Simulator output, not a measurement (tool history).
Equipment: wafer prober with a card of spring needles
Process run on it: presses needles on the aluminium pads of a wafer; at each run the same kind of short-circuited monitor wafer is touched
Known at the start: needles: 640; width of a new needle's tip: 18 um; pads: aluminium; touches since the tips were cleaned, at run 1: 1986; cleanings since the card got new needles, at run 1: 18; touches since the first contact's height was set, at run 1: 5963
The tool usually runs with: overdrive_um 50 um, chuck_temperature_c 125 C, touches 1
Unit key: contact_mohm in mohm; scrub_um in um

| run | hour | overdrive_um | chuck_temperature_c | touches | touches since the tips were cleaned | cleanings since the card got new needles | touches since the first contact's height was set | contact_mohm | scrub_um |
|---|---|---|---|---|---|---|---|---|---|
| 1 | 0 | 50 | 125 | 1 | 1986 | 18 | 5963 | 142 | 11.86 |
|  | 6.9 | tips cleaned on abrasive film |
| 2 | 16.6 | 50 | 125 | 1 | 5146 | 19 | 14731 | 162 | 11.85 |
|  | 18.8 | tips cleaned on abrasive film |
|  | 29.3 | tips cleaned on abrasive film |
| 3 | 36.6 | 50 | 54 | 1 | 3877 | 21 | 25219 | 153 | 11.79 |
|  | 39.8 | tips cleaned on abrasive film |
| 4 | 49.6 | 50 | 125 | 1 | 5185 | 22 | 32036 | 163 | 11.77 |
|  | 51 | tips cleaned on abrasive film |
|  | 61.6 | tips cleaned on abrasive film |
|  | 73.6 | tips cleaned on abrasive film |
| 5 | 73.6 | 50 | 31 | 1 | 0 | 25 | 44628 | 113 | 11.72 |
|  | 84 | tips cleaned on abrasive film |
|  | 95.1 | tips cleaned on abrasive film |
| 6 | 96.4 | 50 | 125 | 1 | 702 | 27 | 56626 | 135 | 11.68 |
|  | 106.3 | tips cleaned on abrasive film |
| 7 | 109.1 | 50 | 103 | 1 | 1479 | 28 | 63264 | 142 | 11.65 |
|  | 111.6 | height of the first contact set anew |
|  | 117 | tips cleaned on abrasive film |
| 8 | 120.8 | 50 | 103 | 1 | 2046 | 29 | 4829 | 144 | 11.54 |
|  | 128.6 | tips cleaned on abrasive film |
|  | 139.7 | tips cleaned on abrasive film |
| 9 | 139.9 | 50 | 28 | 1 | 108 | 31 | 14833 | 117 | 11.52 |
|  | 150 | tips cleaned on abrasive film |
| 10 | 151.6 | 50 | 95 | 1 | 851 | 32 | 20975 | 133 | 11.47 |

Forecast run 11:
|  | 160.3 | tips cleaned on abrasive film |
|  | 170.6 | tips cleaned on abrasive film |
| 11 | 176.4 | 61 | 125 | 1 | 3096 | 34 | 34023 | ? | ? |

Run 11 yielded contact_mohm 144 mohm, scrub_um 14.05 um.
Minus the tool's unlogged condition, the same run would have read contact_mohm 120 mohm, scrub_um 14.47 um.

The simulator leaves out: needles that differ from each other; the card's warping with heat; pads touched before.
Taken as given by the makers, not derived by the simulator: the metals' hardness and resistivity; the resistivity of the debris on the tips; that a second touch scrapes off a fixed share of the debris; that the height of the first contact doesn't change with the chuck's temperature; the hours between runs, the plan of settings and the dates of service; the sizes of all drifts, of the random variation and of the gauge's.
